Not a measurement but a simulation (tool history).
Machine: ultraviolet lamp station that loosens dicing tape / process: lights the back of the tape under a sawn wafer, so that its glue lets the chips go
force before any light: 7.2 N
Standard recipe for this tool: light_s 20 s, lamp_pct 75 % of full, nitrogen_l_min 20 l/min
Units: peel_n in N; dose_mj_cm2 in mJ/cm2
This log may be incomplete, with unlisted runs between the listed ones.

run   hour  light_s  lamp_pct  nitrogen_l_min  peel_n  dose_mj_cm2
  1      0       20        75              20   1.198          346
  2    7.9       20        75              20   1.193          342
  3   19.2       20        75              20   1.181          338
  4   31.5       20        75              20   1.215          341
  5   43.2       20        75              20   1.256          337
  6     55       20        75              20    1.24          339
  7   66.7       20        75              20   1.222          332
      74.6  -- window cleaned of glue's vapour
  8   77.2       20        75              20   1.319          324
  9     88       20        75               8   2.049          325
 10   93.3       20        75              20    1.36          328
 11  103.7       20        75              20   1.322          327
 12  112.8       20        75              20   1.307          323
     117.1  -- window cleaned of glue's vapour, once more
 13  119.8       20        75              14   1.396          356
 14    132       20        75              14   1.376          357
 15  139.9       21        99              25   0.541          489
 16  146.7       10        75              25   2.593          177
 17  151.7       14        75              31   1.631          250
 18  158.1       14        75              31    1.65          251
 19  168.2       14        98              31   1.088          322
 20  177.7       14        98              31   1.091          319
 21    183       17        63              31   1.664          249
 22  193.6       15        84              24   1.449          289
 23    203       15        84              32   1.291          291

Run 24, settings as shown, results not yet in. Your forecast:
 24  208.9       18        75              21       ?            ?

Logged for run 24: peel_n 1.379 N, dose_mj_cm2 311 mJ/cm2.
Minus the tool's unlogged condition, the same run would have read peel_n 1.198 N, dose_mj_cm2 339 mJ/cm2.

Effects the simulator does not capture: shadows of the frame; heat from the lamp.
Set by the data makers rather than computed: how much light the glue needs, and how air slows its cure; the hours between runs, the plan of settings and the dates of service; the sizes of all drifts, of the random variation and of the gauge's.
